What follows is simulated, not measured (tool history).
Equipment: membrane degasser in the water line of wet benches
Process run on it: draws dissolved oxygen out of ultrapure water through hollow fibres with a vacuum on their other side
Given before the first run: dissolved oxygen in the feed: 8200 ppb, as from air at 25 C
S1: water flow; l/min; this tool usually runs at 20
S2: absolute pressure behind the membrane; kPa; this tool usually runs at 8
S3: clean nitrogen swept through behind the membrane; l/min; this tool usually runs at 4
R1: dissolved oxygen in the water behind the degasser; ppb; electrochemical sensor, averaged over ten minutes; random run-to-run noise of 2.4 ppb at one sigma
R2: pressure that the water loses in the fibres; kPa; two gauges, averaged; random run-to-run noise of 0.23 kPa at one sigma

Run 1, hour 0: usual settings. Result: R1 233.7 ppb, R2 59.98 kPa.
Run 2, hour 144.3: usual settings but S2 5.42 kPa. Result: R1 201.6 ppb, R2 59.32 kPa.
At hour 306.8: membrane cartridge changed.
Run 3, hour 371.1: usual settings. Result: R1 230.2 ppb, R2 59.5 kPa.
Run 4, hour 642.5: usual settings. Result: R1 235 ppb, R2 59.57 kPa.
Run 5, hour 940.7: usual settings. Result: R1 231.9 ppb, R2 59.42 kPa.
Run 6, hour 1130.2: usual settings. Result: R1 234.9 ppb, R2 59.81 kPa.
Run 7, hour 1427.1: usual settings. Result: R1 236.9 ppb, R2 59.77 kPa.
Run 8, hour 1747.1: usual settings. Result: R1 233.9 ppb, R2 59.66 kPa.
Run 9, hour 2050.5: usual settings. Result: R1 238.6 ppb, R2 59.6 kPa.
Run 10, hour 2246.4: usual settings but S1 30 l/min. Result: R1 536.6 ppb, R2 89.32 kPa.
Run 11, hour 2450.5: usual settings but S1 30 l/min. Result: R1 538.5 ppb, R2 89.12 kPa.
Run 12, hour 2739.4: usual settings but S1 30 l/min. Result: R1 548.7 ppb, R2 89.25 kPa.
Run 13, hour 2931.7: usual settings but S1 30 l/min. Result: R1 545 ppb, R2 89.42 kPa.
Run 14, hour 3280.7: usual settings. Result: R1 239 ppb, R2 59.15 kPa.
Run 15, hour 3599.5: usual settings. Result: R1 232.8 ppb, R2 59.48 kPa.
Run 16, hour 3909.9: usual settings. Result: R1 234.7 ppb, R2 59.16 kPa.
Run 17, hour 4163.2: usual settings but S2 5.99 kPa. Result: R1 218.6 ppb, R2 59.46 kPa.
Run 18, hour 4450.4: usual settings but S1 26 l/min, S2 9.12 kPa, S3 8.98 l/min. Result: R1 385.5 ppb, R2 77.1 kPa.
Run 19, hour 4687.8: usual settings but S1 23 l/min, S3 2.9 l/min. Result: R1 340.6 ppb, R2 68.71 kPa.
At hour 4773.9: seals of the vacuum lines changed.
Run 20, hour 4851.2: usual settings but S1 26 l/min. Result: R1 411.8 ppb, R2 77.6 kPa.
Run 21, hour 5078.9: usual settings but S1 26 l/min, S2 12.09 kPa. Result: R1 473.8 ppb, R2 77.68 kPa.
Run 22, hour 5350.6: usual settings but S2 19.54 kPa, S3 2.62 l/min. Result: R1 454.5 ppb, R2 59.79 kPa.
Run 23, hour 5654.1: usual settings but S1 24 l/min, S3 6.04 l/min. Result: R1 331.4 ppb, R2 71.12 kPa.
Run 24, hour 5918.3: usual settings but S1 24 l/min, S3 6.04 l/min. Result: R1 330.3 ppb, R2 71.18 kPa.
Run 25, hour 6165.6: usual settings but S1 13 l/min, S2 8.36 kPa, S3 2.18 l/min. Result: R1 118 ppb, R2 38.52 kPa.
Run 26, hour 6477.7: usual settings but S2 5.81 kPa, S3 2.18 l/min. Result: R1 232.8 ppb, R2 59.58 kPa.
Run 27, hour 6754.8: usual settings but S1 23 l/min, S2 5.81 kPa, S3 8.61 l/min. Result: R1 273.7 ppb, R2 68.46 kPa.
Run 28, hour 7055.6: usual settings but S1 23 l/min, S2 5.81 kPa, S3 8.61 l/min. Result: R1 274.8 ppb, R2 68.74 kPa.
Run 29, hour 7365.5: usual settings but S1 23 l/min, S2 5.81 kPa, S3 8.61 l/min. Result: R1 272.3 ppb, R2 68.87 kPa.
Run 30, hour 7670.3: usual settings but S1 23 l/min, S2 11.5 kPa, S3 8.61 l/min. Result: R1 314 ppb, R2 68.52 kPa.
Run 31, hour 7860.2: usual settings but S1 15 l/min, S2 11.8 kPa, S3 2.16 l/min. Result: R1 214.8 ppb, R2 44.81 kPa.

Consider 3 possible next runs. They are alternatives, not a sequence: every one starts from the tool as it was left by run 31. What does each give?
Run A, hour 8017.5: usual settings but S2 12.75 kPa, S3 1.95 l/min. Result: R1 ?, R2 ?.
Run B, hour 8017.5: usual settings but S1 19 l/min, S2 11.8 kPa, S3 2.64 l/min. Result: R1 ?, R2 ?.
Run C, hour 8017.5: usual settings but S2 12.94 kPa, S3 2.04 l/min. Result: R1 ?, R2 ?.

run     R1     R2
  A  390.8  59.71
  B    296  56.72
  C  392.4  59.97
What these runs would have given with no unlogged condition in the tool:
run     R1     R2
  A  390.1  59.66
  B  295.3  56.67
  C  391.7  59.93

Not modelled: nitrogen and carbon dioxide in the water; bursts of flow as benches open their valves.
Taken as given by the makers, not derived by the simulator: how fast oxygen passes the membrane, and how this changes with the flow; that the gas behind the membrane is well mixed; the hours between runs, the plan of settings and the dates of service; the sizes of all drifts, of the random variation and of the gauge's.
